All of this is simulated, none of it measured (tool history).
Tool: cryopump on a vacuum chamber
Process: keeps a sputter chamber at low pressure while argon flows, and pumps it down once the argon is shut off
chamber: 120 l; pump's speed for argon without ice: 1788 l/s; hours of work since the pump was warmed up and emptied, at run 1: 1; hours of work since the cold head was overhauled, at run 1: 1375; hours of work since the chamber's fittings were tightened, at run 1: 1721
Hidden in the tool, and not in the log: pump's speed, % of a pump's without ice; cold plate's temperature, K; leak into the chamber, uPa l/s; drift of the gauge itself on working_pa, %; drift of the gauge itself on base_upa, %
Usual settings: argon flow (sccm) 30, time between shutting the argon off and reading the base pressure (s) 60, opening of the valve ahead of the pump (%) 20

| run | day | argon flow (sccm) | time between shutting the argon off and reading the base pressure (s) | opening of the valve ahead of the pump (%) | hours of work since the pump was warmed up and emptied | hours of work since the cold head was overhauled | hours of work since the chamber's fittings were tightened | pressure while argon flows (Pa) | pressure after the wait (uPa) |
|---|---|---|---|---|---|---|---|---|---|
| 1 | 0 | 30 | 60 | 20 | 1 | 1375 | 1721 | 0.1419 | 1.88 |
| 2 | 1.458 | 30 | 60 | 20 | 28 | 1402 | 1749 | 0.1425 | 1.89 |
| 3 | 3.417 | 30 | 60 | 24 | 65 | 1439 | 1785 | 0.1193 | 1.99 |
| 4 | 5.3 | 30 | 60 | 24 | 100 | 1474 | 1821 | 0.1198 | 1.95 |
| 5 | 7.262 | 30 | 60 | 20 | 137 | 1511 | 1857 | 0.1455 | 2.07 |
| 6 | 8.533 | 16 | 60 | 20 | 161 | 1535 | 1881 | 0.0774 | 2.16 |
| 7 | 10.208 | 30 | 60 | 20 | 192 | 1566 | 1912 | 0.1453 | 2.15 |
| 8 | 12.221 | 30 | 60 | 20 | 230 | 1604 | 1950 | 0.1457 | 2.12 |
| 9 | 13.408 | 30 | 60 | 20 | 252 | 1626 | 1972 | 0.1462 | 2.17 |
| 10 | 14.446 | 30 | 60 | 20 | 271 | 1645 | 1992 | 0.1458 | 2.2 |
| 11 | 15.446 | 30 | 60 | 20 | 290 | 1664 | 2011 | 0.1483 | 2.14 |
| 12 | 16.458 | 30 | 60 | 20 | 309 | 1683 | 2029 | 0.1472 | 2.29 |
| 13 | 17.562 | 30 | 60 | 20 | 330 | 1704 | 2050 | 0.1483 | 2.31 |
| 14 | 19.004 | 30 | 112 | 20 | 357 | 1731 | 2077 | 0.1473 | 1.99 |
| 15 | 20.662 | 30 | 60 | 20 | 388 | 1762 | 2108 | 0.1499 | 2.33 |
| 16 | 21.904 | 30 | 60 | 20 | 411 | 1785 | 2131 | 0.1497 | 2.38 |
|  | 22.617 | pump warmed up, emptied and cooled again |
| 17 | 24.021 | 28 | 60 | 20 | 26 | 1821 | 2167 | 0.1333 | 2.22 |
| 18 | 26.096 | 30 | 136 | 20 | 65 | 1860 | 2206 | 0.1449 | 1.7 |
| 19 | 27.55 | 15 | 221 | 20 | 92 | 1887 | 2233 | 0.0718 | 1.52 |
| 20 | 29.671 | 27 | 155 | 37 | 132 | 1927 | 2273 | 0.0716 | 1.72 |
| 21 | 31.871 | 27 | 155 | 37 | 173 | 1968 | 2314 | 0.0719 | 1.74 |
| 22 | 33.204 | 35 | 60 | 20 | 198 | 1993 | 2339 | 0.17 | 2.28 |

The next listed run, before its measurement:
| 23 | 35.062 | 41 | 44 | 33 | 233 | 2027 | 2374 | ? | ? |

pressure while argon flows (Pa): 0.1238
pressure after the wait (uPa): 2.73
Without the tool's hidden state the same run would have given pressure while argon flows (Pa) 0.1178, pressure after the wait (uPa) 1.35.
